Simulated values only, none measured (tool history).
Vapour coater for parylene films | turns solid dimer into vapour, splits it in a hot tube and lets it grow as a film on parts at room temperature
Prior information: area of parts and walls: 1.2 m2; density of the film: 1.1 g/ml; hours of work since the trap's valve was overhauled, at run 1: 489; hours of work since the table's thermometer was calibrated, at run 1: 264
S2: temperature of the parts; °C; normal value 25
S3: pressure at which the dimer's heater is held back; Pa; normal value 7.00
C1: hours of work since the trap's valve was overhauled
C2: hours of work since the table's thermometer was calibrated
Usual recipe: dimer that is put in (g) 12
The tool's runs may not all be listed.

Run 1, hour 0.0: usual settings; C1 489; C2 264. Result: thickness of the film (µm) 6.05.
Run 2, hour 14.8: usual settings but S3 5.61 Pa; C1 497; C2 272. Result: thickness of the film (µm) 6.15.
Run 3, hour 32.3: usual settings but S3 7.99 Pa; C1 507; C2 282. Result: thickness of the film (µm) 6.00.
Run 4, hour 40.8: usual settings but S3 7.99 Pa; C1 512; C2 287. Result: thickness of the film (µm) 6.01.
Run 5, hour 50.0: usual settings but S3 7.99 Pa; C1 518; C2 293. Result: thickness of the film (µm) 5.99.
Run 6, hour 63.0: usual settings but S3 7.99 Pa; C1 525; C2 300. Result: thickness of the film (µm) 6.01.
Run 7, hour 72.9: usual settings but S3 10.33 Pa; C1 531; C2 306. Result: thickness of the film (µm) 5.89.
Run 8, hour 91.2: usual settings but S3 10.33 Pa; C1 542; C2 316. Result: thickness of the film (µm) 5.88.
Run 9, hour 104.4: usual settings but dimer that is put in (g) 17; C1 549; C2 324. Result: thickness of the film (µm) 8.56.
Run 10, hour 111.8: usual settings but dimer that is put in (g) 13, S2 21 °C, S3 5.66 Pa; C1 553; C2 328. Result: thickness of the film (µm) 8.00.
Run 11, hour 124.6: usual settings but dimer that is put in (g) 18, S2 35 °C, S3 5.07 Pa; C1 561; C2 336. Result: thickness of the film (µm) 5.83.
Run 12, hour 138.6: usual settings but dimer that is put in (g) 10, S2 20 °C, S3 3.08 Pa; C1 569; C2 344. Result: thickness of the film (µm) 6.70.
Run 13, hour 151.0: usual settings but dimer that is put in (g) 9, S2 19 °C, S3 4.89 Pa; C1 576; C2 351. Result: thickness of the film (µm) 6.11.

What does the tool deliver on the next run?
Run 14, hour 160.5: usual settings but dimer that is put in (g) 9, S2 19 °C, S3 4.89 Pa; C1 582; C2 357. Result: thickness of the film (µm) ?.

{"run 14": {"thickness of the film (µm)": 6.13}}
With the hidden condition absent and the run-to-run variation left alone, this run would have shown thickness of the film (µm) 6.14.
